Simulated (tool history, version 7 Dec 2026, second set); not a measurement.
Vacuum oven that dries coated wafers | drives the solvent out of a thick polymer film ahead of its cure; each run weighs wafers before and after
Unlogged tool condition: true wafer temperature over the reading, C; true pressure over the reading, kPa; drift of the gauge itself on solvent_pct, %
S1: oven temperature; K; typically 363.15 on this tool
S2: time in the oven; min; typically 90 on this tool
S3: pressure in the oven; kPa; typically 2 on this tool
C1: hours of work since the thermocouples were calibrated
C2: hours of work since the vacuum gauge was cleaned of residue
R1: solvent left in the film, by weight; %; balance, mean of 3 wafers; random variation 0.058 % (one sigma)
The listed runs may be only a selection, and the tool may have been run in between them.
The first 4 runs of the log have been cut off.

run,hour,S1,S2,S3,C1,C2,R1
5,78.9,363.15,90,2,1232,75,3.23
6,96.6,363.15,90,2,1241,85,3.19
7,123.5,363.15,90,2,1256,99,3.25
8,155.1,363.15,90,2,1274,117,3.22
9,171.8,363.15,90,2,1283,126,3.17
10,185.7,363.15,90,2,1291,134,3.25
11,208,363.15,90,2,1303,146,3.24
12,237.5,363.15,90,2,1319,162,3.28
13,266.2,363.15,90,2,1335,178,3.3
14,294.3,363.15,90,2,1350,193,3.21
15,313.1,363.15,90,2,1361,204,3.3
16,338.4,363.15,52,2,1375,218,5.93
17,367.6,363.15,90,2,1391,234,3.3
18,382.7,363.15,90,2,1399,242,3.21
19,399,373.15,90,2,1408,251,1.55
# hour 403.6: oven's thermocouples calibrated
20,430.7,373.15,90,2,15,267,1.55
21,460.5,373.15,90,2,31,284,1.72
22,478.4,373.15,90,2,41,294,1.74
23,502.3,373.15,90,2,54,307,1.7
24,533.2,373.15,79,1.02,71,324,1.05

Run 25 comes next. What will it give?
25,555.7,363.15,49,2,84,336,?

Run 25 produced R1 6.69 %.
With no hidden state in the tool, this same run would have given R1 5.55 %.
